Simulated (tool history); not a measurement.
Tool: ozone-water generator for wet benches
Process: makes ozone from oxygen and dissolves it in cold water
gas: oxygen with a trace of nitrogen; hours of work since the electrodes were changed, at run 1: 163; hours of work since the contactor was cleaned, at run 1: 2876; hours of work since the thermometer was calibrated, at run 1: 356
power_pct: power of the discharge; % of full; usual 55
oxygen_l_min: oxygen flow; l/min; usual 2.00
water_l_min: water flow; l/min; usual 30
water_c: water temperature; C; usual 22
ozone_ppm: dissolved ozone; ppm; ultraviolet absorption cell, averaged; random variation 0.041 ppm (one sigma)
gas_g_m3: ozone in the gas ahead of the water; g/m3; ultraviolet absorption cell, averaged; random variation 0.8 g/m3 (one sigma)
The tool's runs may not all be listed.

| run | day | power_pct | oxygen_l_min | water_l_min | water_c | hours of work since the electrodes were changed | hours of work since the contactor was cleaned | hours of work since the thermometer was calibrated | ozone_ppm | gas_g_m3 |
|---|---|---|---|---|---|---|---|---|---|---|
| 1 | 0.000 | 55 | 2.00 | 30 | 22 | 163 | 2876 | 356 | 6.28 | 148.8 |
| 2 | 2.396 | 55 | 2.00 | 30 | 22 | 210 | 2923 | 403 | 6.34 | 149.2 |
| 3 | 3.596 | 55 | 2.00 | 30 | 22 | 234 | 2946 | 427 | 6.31 | 148.3 |
| 4 | 5.983 | 55 | 2.00 | 30 | 14 | 281 | 2993 | 474 | 6.59 | 150.1 |
| 5 | 7.688 | 55 | 2.00 | 30 | 14 | 314 | 3027 | 508 | 6.62 | 148.1 |
| 6 | 9.229 | 55 | 2.00 | 30 | 14 | 345 | 3057 | 538 | 6.67 | 150.0 |
| 7 | 10.425 | 55 | 2.00 | 36 | 22 | 368 | 3081 | 561 | 5.27 | 150.2 |
| 8 | 11.488 | 55 | 2.00 | 36 | 22 | 389 | 3102 | 582 | 5.31 | 150.8 |
| 9 | 12.638 | 55 | 2.00 | 30 | 22 | 412 | 3124 | 605 | 6.32 | 149.9 |
| 10 | 14.717 | 55 | 2.00 | 30 | 22 | 453 | 3165 | 646 | 6.32 | 150.6 |
| 11 | 16.525 | 55 | 2.00 | 30 | 22 | 488 | 3201 | 682 | 6.35 | 150.4 |
| 12 | 17.942 | 55 | 2.00 | 30 | 18 | 516 | 3229 | 709 | 6.47 | 148.3 |
| 13 | 20.108 | 55 | 2.00 | 30 | 18 | 559 | 3271 | 752 | 6.42 | 149.5 |
| 14 | 21.229 | 55 | 2.02 | 18 | 20 | 581 | 3293 | 774 | 10.05 | 151.0 |
| 15 | 22.508 | 49 | 2.27 | 18 | 20 | 606 | 3319 | 799 | 9.60 | 130.2 |
| 16 | 24.279 | 55 | 2.00 | 30 | 16 | 641 | 3354 | 834 | 6.55 | 150.2 |
| 17 | 25.762 | 55 | 2.00 | 30 | 16 | 670 | 3383 | 864 | 6.58 | 149.8 |
| 18 | 28.038 | 55 | 2.00 | 30 | 16 | 715 | 3428 | 908 | 6.52 | 150.9 |
| 19 | 29.625 | 55 | 2.00 | 30 | 16 | 746 | 3459 | 939 | 6.50 | 150.2 |
| 20 | 31.908 | 98 | 2.00 | 30 | 22 | 791 | 3504 | 984 | 9.72 | 233.9 |
| 21 | 33.692 | 98 | 2.00 | 30 | 22 | 826 | 3539 | 1020 | 9.75 | 235.0 |
| 22 | 35.075 | 98 | 2.00 | 30 | 22 | 853 | 3566 | 1047 | 9.78 | 233.2 |
| 23 | 36.562 | 55 | 1.14 | 18 | 22 | 883 | 3595 | 1076 | 8.30 | 195.3 |
| 24 | 38.725 | 55 | 1.14 | 18 | 22 | 925 | 3638 | 1119 | 8.21 | 194.9 |
| 25 | 40.421 | 50 | 2.00 | 37 | 22 | 959 | 3671 | 1152 | 4.76 | 141.1 |
| 26 | 42.262 | 50 | 2.00 | 37 | 22 | 995 | 3708 | 1188 | 4.78 | 141.9 |

Forecast each of these 4 alternatives for the next run:
| A | 44.550 | 61 | 1.02 | 30 | 15 | 1040 | 3753 | 1233 | ? | ? |
| B | 44.550 | 63 | 1.16 | 30 | 22 | 1040 | 3753 | 1233 | ? | ? |
| C | 44.550 | 42 | 1.24 | 24 | 22 | 1040 | 3753 | 1233 | ? | ? |
| D | 44.550 | 55 | 3.43 | 30 | 17 | 1040 | 3753 | 1233 | ? | ? |

| run | ozone_ppm | gas_g_m3 |
|---|---|---|
| A | 5.29 | 221.5 |
| B | 5.66 | 214.9 |
| C | 5.29 | 153.9 |
| D | 7.79 | 120.1 |
Without the tool's hidden state the same runs would have given:
| run | ozone_ppm | gas_g_m3 |
|---|---|---|
| A | 5.30 | 217.0 |
| B | 5.67 | 210.6 |
| C | 5.29 | 150.8 |
| D | 7.80 | 117.6 |
